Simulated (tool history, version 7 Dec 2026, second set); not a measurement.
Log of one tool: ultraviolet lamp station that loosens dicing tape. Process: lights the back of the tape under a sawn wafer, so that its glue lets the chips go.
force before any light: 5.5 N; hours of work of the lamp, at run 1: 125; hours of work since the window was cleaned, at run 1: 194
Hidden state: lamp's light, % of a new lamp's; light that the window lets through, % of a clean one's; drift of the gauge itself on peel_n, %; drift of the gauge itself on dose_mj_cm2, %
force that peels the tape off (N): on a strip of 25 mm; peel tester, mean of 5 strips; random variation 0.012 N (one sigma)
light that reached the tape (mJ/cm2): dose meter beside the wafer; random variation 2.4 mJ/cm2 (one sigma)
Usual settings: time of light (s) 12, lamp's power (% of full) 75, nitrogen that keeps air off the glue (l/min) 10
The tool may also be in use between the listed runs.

| run | hour | time of light (s) | lamp's power (% of full) | nitrogen that keeps air off the glue (l/min) | hours of work of the lamp | hours of work since the window was cleaned | force that peels the tape off (N) | light that reached the tape (mJ/cm2) |
|---|---|---|---|---|---|---|---|---|
| 1 | 0 | 12 | 75 | 10 | 125 | 194 | 0.655 | 233 |
| 2 | 7.4 | 12 | 75 | 10 | 130 | 199 | 0.652 | 231 |
| 3 | 12.5 | 12 | 75 | 10 | 134 | 202 | 0.64 | 233 |
| 4 | 22.9 | 12 | 75 | 10 | 141 | 210 | 0.63 | 229 |
| 5 | 29 | 12 | 75 | 10 | 145 | 214 | 0.674 | 227 |
| 6 | 38.7 | 6 | 75 | 10 | 152 | 221 | 1.828 | 117 |
| 7 | 48.2 | 19 | 68 | 20 | 159 | 227 | 0.208 | 328 |
| 8 | 59 | 6 | 91 | 17 | 166 | 235 | 1.201 | 136 |
| 9 | 63.8 | 6 | 91 | 17 | 170 | 238 | 1.163 | 138 |
| 10 | 72.9 | 13 | 67 | 4 | 176 | 244 | 1.408 | 219 |
| 11 | 83.7 | 6 | 62 | 4 | 184 | 252 | 2.994 | 93 |
| 12 | 90.1 | 6 | 62 | 7 | 188 | 256 | 2.527 | 92 |

4 ways to go on from here, each from the tool as it stands after run 12. What would each give?
| A | 98.5 | 9 | 60 | 14 | 194 | 262 | ? | ? |
| B | 98.5 | 9 | 96 | 6 | 194 | 262 | ? | ? |
| C | 98.5 | 17 | 84 | 11 | 194 | 262 | ? | ? |
| D | 98.5 | 6 | 93 | 7 | 194 | 262 | ? | ? |

| run | force that peels the tape off (N) | light that reached the tape (mJ/cm2) |
|---|---|---|
| A | 1.278 | 132 |
| B | 1.061 | 217 |
| C | 0.221 | 353 |
| D | 1.736 | 138 |
Without the tool's hidden state the same runs would have given:
| run | force that peels the tape off (N) | light that reached the tape (mJ/cm2) |
|---|---|---|
| A | 1.059 | 150 |
| B | 0.856 | 247 |
| C | 0.166 | 402 |
| D | 1.489 | 157 |
